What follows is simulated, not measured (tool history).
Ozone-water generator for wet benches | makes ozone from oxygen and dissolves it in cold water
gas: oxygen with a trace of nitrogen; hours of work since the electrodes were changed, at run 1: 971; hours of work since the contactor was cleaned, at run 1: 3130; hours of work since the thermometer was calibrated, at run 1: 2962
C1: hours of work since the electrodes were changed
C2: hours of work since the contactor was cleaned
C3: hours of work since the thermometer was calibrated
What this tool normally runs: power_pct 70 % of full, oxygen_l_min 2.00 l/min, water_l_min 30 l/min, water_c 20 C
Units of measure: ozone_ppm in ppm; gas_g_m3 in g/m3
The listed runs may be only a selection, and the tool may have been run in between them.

run 1 hour=0.0 | power_pct=70 oxygen_l_min=2.00 water_l_min=30 water_c=20 | C1=971 C2=3130 C3=2962 | ozone_ppm=8.24 gas_g_m3=213.1
run 2 hour=52.6 | power_pct=70 oxygen_l_min=2.00 water_l_min=30 water_c=20 | C1=1018 C2=3176 C3=3008 | ozone_ppm=8.32 gas_g_m3=215.5
run 3 hour=118.9 | power_pct=70 oxygen_l_min=2.00 water_l_min=30 water_c=20 | C1=1076 C2=3234 C3=3067 | ozone_ppm=8.25 gas_g_m3=214.7
run 4 hour=186.6 | power_pct=70 oxygen_l_min=1.52 water_l_min=30 water_c=20 | C1=1135 C2=3294 C3=3126 | ozone_ppm=7.81 gas_g_m3=257.4
run 5 hour=259.3 | power_pct=70 oxygen_l_min=1.52 water_l_min=30 water_c=20 | C1=1199 C2=3357 C3=3190 | ozone_ppm=7.78 gas_g_m3=257.8
run 6 hour=336.5 | power_pct=70 oxygen_l_min=1.52 water_l_min=30 water_c=20 | C1=1267 C2=3425 C3=3258 | ozone_ppm=7.86 gas_g_m3=256.8
run 7 hour=410.6 | power_pct=70 oxygen_l_min=1.52 water_l_min=30 water_c=20 | C1=1332 C2=3490 C3=3322 | ozone_ppm=7.73 gas_g_m3=256.7
run 8 hour=503.8 | power_pct=70 oxygen_l_min=1.52 water_l_min=30 water_c=20 | C1=1414 C2=3572 C3=3404 | ozone_ppm=7.92 gas_g_m3=257.6
run 9 hour=577.6 | power_pct=90 oxygen_l_min=1.52 water_l_min=30 water_c=20 | C1=1478 C2=3637 C3=3469 | ozone_ppm=9.71 gas_g_m3=320.2
run 10 hour=668.2 | power_pct=90 oxygen_l_min=1.52 water_l_min=30 water_c=20 | C1=1558 C2=3716 C3=3549 | ozone_ppm=9.70 gas_g_m3=324.2
run 11 hour=719.1 | power_pct=90 oxygen_l_min=1.52 water_l_min=30 water_c=20 | C1=1602 C2=3761 C3=3593 | ozone_ppm=9.67 gas_g_m3=325.4
run 12 hour=788.8 | power_pct=70 oxygen_l_min=2.00 water_l_min=30 water_c=24 | C1=1664 C2=3822 C3=3654 | ozone_ppm=7.95 gas_g_m3=216.9
run 13 hour=841.0 | power_pct=70 oxygen_l_min=2.00 water_l_min=30 water_c=24 | C1=1709 C2=3868 C3=3700 | ozone_ppm=7.93 gas_g_m3=215.6
run 14 hour=937.2 | power_pct=70 oxygen_l_min=2.00 water_l_min=30 water_c=24 | C1=1794 C2=3952 C3=3785 | ozone_ppm=7.95 gas_g_m3=215.0
run 15 hour=1019.3 | power_pct=70 oxygen_l_min=2.00 water_l_min=30 water_c=24 | C1=1866 C2=4024 C3=3857 | ozone_ppm=8.15 gas_g_m3=217.5
run 16 hour=1078.1 | power_pct=70 oxygen_l_min=2.00 water_l_min=30 water_c=14 | C1=1917 C2=4076 C3=3908 | ozone_ppm=8.40 gas_g_m3=215.8
run 17 hour=1179.2 | power_pct=70 oxygen_l_min=2.00 water_l_min=30 water_c=14 | C1=2006 C2=4165 C3=3997 | ozone_ppm=8.37 gas_g_m3=218.5
run 18 hour=1226.1 | power_pct=65 oxygen_l_min=1.13 water_l_min=21 water_c=21 | C1=2047 C2=4206 C3=4038 | ozone_ppm=9.82 gas_g_m3=294.1
run 19 hour=1311.7 | power_pct=65 oxygen_l_min=1.63 water_l_min=21 water_c=21 | C1=2122 C2=4281 C3=4113 | ozone_ppm=10.50 gas_g_m3=232.8

The next listed run, before its measurement:
run 20 hour=1412.2 | power_pct=65 oxygen_l_min=1.63 water_l_min=21 water_c=21 | C1=2211 C2=4369 C3=4201 | ozone_ppm=? gas_g_m3=?

Run 20 produced ozone_ppm 10.46 ppm, gas_g_m3 232.0 g/m3.
The same run, on a tool lacking any hidden state, would have yielded ozone_ppm 10.48 ppm, gas_g_m3 229.2 g/m3.
